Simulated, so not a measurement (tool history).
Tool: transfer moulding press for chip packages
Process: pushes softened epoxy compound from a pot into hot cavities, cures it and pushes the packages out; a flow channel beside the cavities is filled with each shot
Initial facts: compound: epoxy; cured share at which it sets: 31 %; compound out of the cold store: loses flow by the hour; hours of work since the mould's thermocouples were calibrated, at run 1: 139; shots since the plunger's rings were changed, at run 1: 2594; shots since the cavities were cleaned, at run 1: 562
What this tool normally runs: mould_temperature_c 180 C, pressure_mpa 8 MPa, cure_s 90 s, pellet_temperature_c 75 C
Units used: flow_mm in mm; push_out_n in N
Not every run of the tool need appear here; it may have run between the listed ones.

run	hour	mould_temperature_c	pressure_mpa	cure_s	pellet_temperature_c	hours of work since the mould's thermocouples were calibrated	shots since the plunger's rings were changed	shots since the cavities were cleaned	incoming compound's hours out of the cold store	flow_mm	push_out_n
1	0	180	8	90	75	139	2594	562	41.7	790	539
# hour 32.7: cavities cleaned with cleaning compound and waxed
2	41.1	180	8	90	75	160	3026	91	25.2	901	413
3	79.5	180	8	90	75	181	3447	512	21.6	905	540
# hour 117.2: cavities cleaned with cleaning compound and waxed
4	124.3	185	8	90	75	204	3920	77	27.7	836	358
5	149.4	180	8	90	75	218	4194	351	24.4	868	488
# hour 185.7: plunger's sealing rings changed
6	191.1	178	8	90	75	239	58	780	17	1001	657
# hour 206: cavities cleaned with cleaning compound and waxed
7	218.3	186	8	103	73	253	340	135	42.8	804	378
8	253.5	186	8	103	73	271	725	520	38.6	837	481
9	282.2	176	7.81	103	73	287	1038	833	31.4	893	600
# hour 290.1: cavities cleaned with cleaning compound and waxed
10	322.1	186	6.08	90	75	308	1458	349	11	860	450
11	341.8	186	6.08	90	75	318	1674	565	22.3	786	500

Some steps in flow_mm between neighbouring runs. How much of each would the tool show without its hidden state too (settings, what came in, random variation), and how much is left for the hidden state, with any gauge scatter that isn't in both results?
The tool's hidden condition here consists of: true mould temperature over the reading, C; pressure that reaches the compound, % of what is set; grip of the stained cavities, % over clean ones'; drift of the gauge itself on flow_mm, %; drift of the gauge itself on push_out_n, %.
Run 5 -> 6: mould_temperature_c 180 -> 178, plunger's sealing rings changed. flow_mm +133 mm: hidden state +74, all else +59.
Run 6 -> 7: mould_temperature_c 178 -> 186, cure_s 90 -> 103, pellet_temperature_c 75 -> 73, cavities cleaned with cleaning compound and waxed. flow_mm -197 mm: hidden state -3, all else -194.
